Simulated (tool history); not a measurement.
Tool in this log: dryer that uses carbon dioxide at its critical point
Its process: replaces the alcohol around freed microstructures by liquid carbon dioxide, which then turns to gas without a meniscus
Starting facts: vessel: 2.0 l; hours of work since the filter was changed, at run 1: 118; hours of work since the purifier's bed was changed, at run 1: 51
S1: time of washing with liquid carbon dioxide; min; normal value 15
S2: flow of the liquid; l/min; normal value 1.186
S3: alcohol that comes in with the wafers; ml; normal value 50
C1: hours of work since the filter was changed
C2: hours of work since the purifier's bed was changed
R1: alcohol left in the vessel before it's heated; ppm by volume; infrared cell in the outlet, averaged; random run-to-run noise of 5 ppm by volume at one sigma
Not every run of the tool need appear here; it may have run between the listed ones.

run 1 hour=0 | S1=15 S2=1.186 S3=50 | C1=118 C2=51 | R1=47
run 2 hour=17.9 | S1=15 S2=1.186 S3=50 | C1=126 C2=58 | R1=41
run 3 hour=28.2 | S1=15 S2=1.186 S3=108 | C1=130 C2=63 | R1=80
run 4 hour=39 | S1=15 S2=1.186 S3=108 | C1=135 C2=67 | R1=92
run 5 hour=53 | S1=15 S2=1.186 S3=108 | C1=141 C2=73 | R1=83
run 6 hour=63.9 | S1=15 S2=0.97 S3=108 | C1=146 C2=78 | R1=269
run 7 hour=77 | S1=15 S2=0.97 S3=108 | C1=151 C2=83 | R1=267
run 8 hour=92.8 | S1=15 S2=0.97 S3=108 | C1=158 C2=90 | R1=274
run 9 hour=107.1 | S1=15 S2=0.97 S3=108 | C1=164 C2=96 | R1=281
run 10 hour=120.9 | S1=15 S2=0.97 S3=108 | C1=170 C2=102 | R1=277
run 11 hour=133.9 | S1=15 S2=0.97 S3=108 | C1=175 C2=108 | R1=279
run 12 hour=144.4 | S1=15 S2=0.97 S3=108 | C1=180 C2=112 | R1=276
run 13 hour=158.7 | S1=15 S2=1.5 S3=50 | C1=186 C2=118 | R1=18
run 14 hour=169.3 | S1=15 S2=1.5 S3=50 | C1=190 C2=123 | R1=6
run 15 hour=180.1 | S1=14 S2=1.5 S3=50 | C1=195 C2=127 | R1=16
run 16 hour=193 | S1=15 S2=1.186 S3=50 | C1=200 C2=133 | R1=42
run 17 hour=203.6 | S1=15 S2=1.186 S3=117 | C1=205 C2=137 | R1=103
run 18 hour=223 | S1=15 S2=1.186 S3=50 | C1=213 C2=146 | R1=44
run 19 hour=237 | S1=15 S2=1.186 S3=50 | C1=219 C2=151 | R1=57
run 20 hour=250.2 | S1=15 S2=1.186 S3=50 | C1=225 C2=157 | R1=53
run 21 hour=269.2 | S1=15 S2=1.186 S3=50 | C1=233 C2=165 | R1=54
run 22 hour=282.8 | S1=15 S2=1.186 S3=50 | C1=239 C2=171 | R1=40
run 23 hour=298.7 | S1=15 S2=1.186 S3=50 | C1=245 C2=178 | R1=49
run 24 hour=316.3 | S1=15 S2=1.186 S3=50 | C1=253 C2=185 | R1=49
run 25 hour=328.8 | S1=12 S2=1 S3=50 | C1=258 C2=190 | R1=344
run 26 hour=339.4 | S1=15 S2=1.38 S3=118 | C1=263 C2=195 | R1=51
run 27 hour=348.9 | S1=15 S2=0.97 S3=118 | C1=267 C2=199 | R1=324
run 28 hour=365 | S1=15 S2=1.36 S3=40 | C1=274 C2=206 | R1=22
run 29 hour=383.8 | S1=15 S2=1.37 S3=20 | C1=282 C2=214 | R1=16
run 30 hour=394.6 | S1=11 S2=1.36 S3=38 | C1=286 C2=218 | R1=109
run 31 hour=410.9 | S1=11 S2=1.36 S3=38 | C1=293 C2=225 | R1=100
run 32 hour=430.7 | S1=10 S2=1.1 S3=30 | C1=302 C2=234 | R1=312
run 33 hour=443.6 | S1=16 S2=1.06 S3=49 | C1=307 C2=239 | R1=71
run 34 hour=463 | S1=16 S2=1.06 S3=49 | C1=315 C2=248 | R1=65
run 35 hour=475.1 | S1=15 S2=1.27 S3=50 | C1=320 C2=253 | R1=43
run 36 hour=488.8 | S1=20 S2=1.1 S3=65 | C1=326 C2=259 | R1=24
run 37 hour=501.3 | S1=10 S2=1.11 S3=50 | C1=332 C2=264 | R1=500
run 38 hour=518.6 | S1=17 S2=1.11 S3=50 | C1=339 C2=271 | R1=34
run 39 hour=537 | S1=17 S2=1.11 S3=89 | C1=347 C2=279 | R1=62
run 40 hour=553.5 | S1=17 S2=1.11 S3=89 | C1=354 C2=286 | R1=58
run 41 hour=564.6 | S1=18 S2=0.88 S3=81 | C1=359 C2=291 | R1=171
run 42 hour=580.9 | S1=19 S2=1.186 S3=100 | C1=365 C2=298 | R1=25
run 43 hour=595.2 | S1=15 S2=1.18 S3=50 | C1=372 C2=304 | R1=51
run 44 hour=610.1 | S1=13 S2=1.62 S3=113 | C1=378 C2=310 | R1=43
run 45 hour=620.9 | S1=13 S2=1.52 S3=39 | C1=383 C2=315 | R1=30
run 46 hour=629.5 | S1=13 S2=1.52 S3=39 | C1=386 C2=318 | R1=29
run 47 hour=645.3 | S1=14 S2=0.84 S3=72 | C1=393 C2=325 | R1=598

Branching from run 47: 4 alternative next runs. What would each branch give?
run A hour=661.1 | S1=20 S2=1.11 S3=96 | C1=400 C2=332 | R1=?
run B hour=661.1 | S1=15 S2=1.91 S3=53 | C1=400 C2=332 | R1=?
run C hour=661.1 | S1=15 S2=1.186 S3=31 | C1=400 C2=332 | R1=?
run D hour=661.1 | S1=14 S2=0.84 S3=39 | C1=400 C2=332 | R1=?

run=A R1=28
run=B R1=20
run=C R1=38
run=D R1=326
Without the tool's unlogged condition, the same runs would have read:
run=A R1=11
run=B R1=10
run=C R1=19
run=D R1=238
